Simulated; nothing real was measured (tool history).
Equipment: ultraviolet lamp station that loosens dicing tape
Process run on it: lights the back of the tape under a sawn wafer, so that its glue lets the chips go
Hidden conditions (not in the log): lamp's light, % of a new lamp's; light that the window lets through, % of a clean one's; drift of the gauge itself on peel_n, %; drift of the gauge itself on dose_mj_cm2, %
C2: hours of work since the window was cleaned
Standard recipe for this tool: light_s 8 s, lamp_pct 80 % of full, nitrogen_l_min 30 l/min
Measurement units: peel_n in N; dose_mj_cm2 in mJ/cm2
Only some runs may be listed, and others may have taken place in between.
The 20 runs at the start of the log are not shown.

run 21 day=6.221 | light_s=10 lamp_pct=95 nitrogen_l_min=47 | hours_of_work_of_the_lamp=119 C2=82 | peel_n=0.162 dose_mj_cm2=775
run 22 day=6.583 | light_s=10 lamp_pct=85 nitrogen_l_min=28 | hours_of_work_of_the_lamp=123 C2=86 | peel_n=0.263 dose_mj_cm2=693
run 23 day=6.862 | light_s=7 lamp_pct=84 nitrogen_l_min=31 | hours_of_work_of_the_lamp=126 C2=89 | peel_n=0.599 dose_mj_cm2=478
run 24 day=7.096 | light_s=8 lamp_pct=68 nitrogen_l_min=30 | hours_of_work_of_the_lamp=129 C2=92 | peel_n=0.783 dose_mj_cm2=437
run 25 day=7.312 | light_s=8 lamp_pct=71 nitrogen_l_min=30 | hours_of_work_of_the_lamp=131 C2=94 | peel_n=0.692 dose_mj_cm2=458
run 26 day=7.662 | light_s=9 lamp_pct=63 nitrogen_l_min=9 | hours_of_work_of_the_lamp=135 C2=98 | peel_n=1.524 dose_mj_cm2=458
run 27 day=8.029 | light_s=9 lamp_pct=63 nitrogen_l_min=9 | hours_of_work_of_the_lamp=139 C2=102 | peel_n=1.503 dose_mj_cm2=460
run 28 day=8.342 | light_s=5 lamp_pct=75 nitrogen_l_min=23 | hours_of_work_of_the_lamp=142 C2=106 | peel_n=1.904 dose_mj_cm2=301
run 29 day=8.692 | light_s=5 lamp_pct=74 nitrogen_l_min=37 | hours_of_work_of_the_lamp=146 C2=109 | peel_n=1.636 dose_mj_cm2=297
run 30 day=9.125 | light_s=5 lamp_pct=74 nitrogen_l_min=37 | hours_of_work_of_the_lamp=151 C2=114 | peel_n=1.555 dose_mj_cm2=294
run 31 day=9.475 | light_s=11 lamp_pct=86 nitrogen_l_min=19 | hours_of_work_of_the_lamp=155 C2=118 | peel_n=0.279 dose_mj_cm2=745
run 32 day=9.758 | light_s=11 lamp_pct=86 nitrogen_l_min=19 | hours_of_work_of_the_lamp=158 C2=121 | peel_n=0.27 dose_mj_cm2=750
run 33 day=10.067 | light_s=11 lamp_pct=86 nitrogen_l_min=19 | hours_of_work_of_the_lamp=162 C2=125 | peel_n=0.27 dose_mj_cm2=749
run 34 day=10.279 | light_s=11 lamp_pct=86 nitrogen_l_min=19 | hours_of_work_of_the_lamp=164 C2=127 | peel_n=0.261 dose_mj_cm2=748
run 35 day=10.571 | light_s=8 lamp_pct=68 nitrogen_l_min=30 | hours_of_work_of_the_lamp=167 C2=130 | peel_n=0.806 dose_mj_cm2=428
run 36 day=10.938 | light_s=14 lamp_pct=82 nitrogen_l_min=30 | hours_of_work_of_the_lamp=171 C2=134 | peel_n=0.16 dose_mj_cm2=912
run 37 day=11.171 | light_s=10 lamp_pct=87 nitrogen_l_min=17 | hours_of_work_of_the_lamp=174 C2=137 | peel_n=0.371 dose_mj_cm2=692
run 38 day=11.421 | light_s=10 lamp_pct=87 nitrogen_l_min=17 | hours_of_work_of_the_lamp=177 C2=140 | peel_n=0.369 dose_mj_cm2=679
run 39 day=11.683 | light_s=11 lamp_pct=80 nitrogen_l_min=13 | hours_of_work_of_the_lamp=179 C2=143 | peel_n=0.456 dose_mj_cm2=687
run 40 day=12.038 | light_s=8 lamp_pct=62 nitrogen_l_min=30 | hours_of_work_of_the_lamp=183 C2=147 | peel_n=1.017 dose_mj_cm2=388

Branching from run 40: 4 alternative next runs. What would each branch give?
run A day=12.296 | light_s=8 lamp_pct=80 nitrogen_l_min=16 | hours_of_work_of_the_lamp=186 C2=150 | peel_n=? dose_mj_cm2=?
run B day=12.296 | light_s=9 lamp_pct=72 nitrogen_l_min=30 | hours_of_work_of_the_lamp=186 C2=150 | peel_n=? dose_mj_cm2=?
run C day=12.296 | light_s=8 lamp_pct=80 nitrogen_l_min=44 | hours_of_work_of_the_lamp=186 C2=150 | peel_n=? dose_mj_cm2=?
run D day=12.296 | light_s=7 lamp_pct=69 nitrogen_l_min=40 | hours_of_work_of_the_lamp=186 C2=150 | peel_n=? dose_mj_cm2=?

run=A peel_n=0.862 dose_mj_cm2=501
run=B peel_n=0.508 dose_mj_cm2=505
run=C peel_n=0.417 dose_mj_cm2=506
run=D peel_n=0.904 dose_mj_cm2=378
The same runs, with their run-to-run variation unchanged, on a tool lacking any hidden condition would have given:
run=A peel_n=0.687 dose_mj_cm2=550
run=B peel_n=0.399 dose_mj_cm2=555
run=C peel_n=0.327 dose_mj_cm2=555
run=D peel_n=0.721 dose_mj_cm2=416
